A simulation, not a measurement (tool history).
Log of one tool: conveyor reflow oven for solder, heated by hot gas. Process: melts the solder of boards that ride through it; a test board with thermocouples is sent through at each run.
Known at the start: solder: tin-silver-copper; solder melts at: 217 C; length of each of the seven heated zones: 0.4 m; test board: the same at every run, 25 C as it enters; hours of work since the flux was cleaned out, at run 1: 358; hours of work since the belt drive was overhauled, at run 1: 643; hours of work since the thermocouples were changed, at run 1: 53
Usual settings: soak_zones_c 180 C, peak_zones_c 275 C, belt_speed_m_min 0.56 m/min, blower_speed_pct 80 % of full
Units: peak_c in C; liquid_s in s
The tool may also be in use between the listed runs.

| run | hour | soak_zones_c | peak_zones_c | belt_speed_m_min | blower_speed_pct | hours of work since the flux was cleaned out | hours of work since the belt drive was overhauled | hours of work since the thermocouples were changed | peak_c | liquid_s |
|---|---|---|---|---|---|---|---|---|---|---|
| 1 | 0 | 180 | 275 | 0.56 | 80 | 358 | 643 | 53 | 260.1 | 73.8 |
|  | 10.3 | flux residue cleaned out of gas plates and filters |
| 2 | 11.5 | 180 | 275 | 0.56 | 80 | 1 | 647 | 57 | 263 | 75.9 |
| 3 | 19.3 | 180 | 275 | 0.56 | 80 | 4 | 650 | 60 | 263.9 | 75.7 |
| 4 | 24.1 | 180 | 275 | 0.56 | 80 | 7 | 653 | 63 | 263.6 | 75.6 |
| 5 | 29.1 | 180 | 275 | 0.56 | 80 | 9 | 655 | 65 | 264 | 76.9 |
| 6 | 36.9 | 180 | 275 | 0.584 | 80 | 13 | 659 | 69 | 262.9 | 72.1 |
| 7 | 42.9 | 180 | 275 | 0.495 | 80 | 16 | 662 | 72 | 266.4 | 88.1 |
| 8 | 52.7 | 180 | 275 | 0.63 | 80 | 21 | 667 | 77 | 260.1 | 64.6 |
| 9 | 62.1 | 180 | 287 | 0.56 | 80 | 26 | 672 | 82 | 274.7 | 81.2 |
| 10 | 67.9 | 180 | 275 | 0.56 | 80 | 29 | 675 | 85 | 263.2 | 75.4 |
| 11 | 72.7 | 180 | 275 | 0.56 | 80 | 31 | 677 | 87 | 263.6 | 76.3 |
| 12 | 80.9 | 180 | 275 | 0.569 | 80 | 35 | 681 | 91 | 263.2 | 74.2 |
| 13 | 86.4 | 180 | 275 | 0.569 | 80 | 38 | 684 | 94 | 263.3 | 73.6 |
| 14 | 95.7 | 180 | 275 | 0.569 | 80 | 42 | 688 | 98 | 263 | 74.2 |
| 15 | 103.2 | 180 | 275 | 0.569 | 80 | 46 | 692 | 102 | 263 | 74 |
| 16 | 109.7 | 180 | 275 | 0.569 | 80 | 49 | 695 | 105 | 262.6 | 74 |
| 17 | 114.8 | 180 | 285 | 0.56 | 80 | 52 | 698 | 108 | 272.9 | 80.1 |
| 18 | 122.8 | 172 | 272 | 0.659 | 70 | 56 | 702 | 112 | 252.3 | 53 |
| 19 | 127.1 | 195 | 283 | 0.462 | 56 | 58 | 704 | 114 | 272.3 | 104.5 |
| 20 | 133.8 | 166 | 287 | 0.575 | 66 | 61 | 707 | 117 | 267.5 | 70.3 |
| 21 | 142.8 | 180 | 273 | 0.56 | 85 | 66 | 712 | 122 | 262 | 75.6 |
| 22 | 153 | 180 | 273 | 0.56 | 85 | 71 | 717 | 127 | 262.7 | 75.3 |
| 23 | 160.6 | 186 | 285 | 0.479 | 60 | 75 | 721 | 131 | 273.3 | 96.7 |
| 24 | 167.8 | 174 | 276 | 0.556 | 80 | 78 | 724 | 134 | 263.7 | 74.6 |
| 25 | 178 | 174 | 276 | 0.556 | 80 | 83 | 729 | 139 | 263.2 | 73.9 |

Forecast each of these 3 alternatives for the next run:
| A | 184.3 | 171 | 276 | 0.583 | 80 | 86 | 732 | 142 | ? | ? |
| B | 184.3 | 174 | 279 | 0.556 | 62 | 86 | 732 | 142 | ? | ? |
| C | 184.3 | 194 | 276 | 0.608 | 80 | 86 | 732 | 142 | ? | ? |

| run | peak_c | liquid_s |
|---|---|---|
| A | 261 | 68 |
| B | 261.9 | 73 |
| C | 263.5 | 75.9 |
Without the tool's hidden state the same runs would have given:
| run | peak_c | liquid_s |
|---|---|---|
| A | 261.2 | 67 |
| B | 262 | 71.8 |
| C | 263.6 | 74.7 |
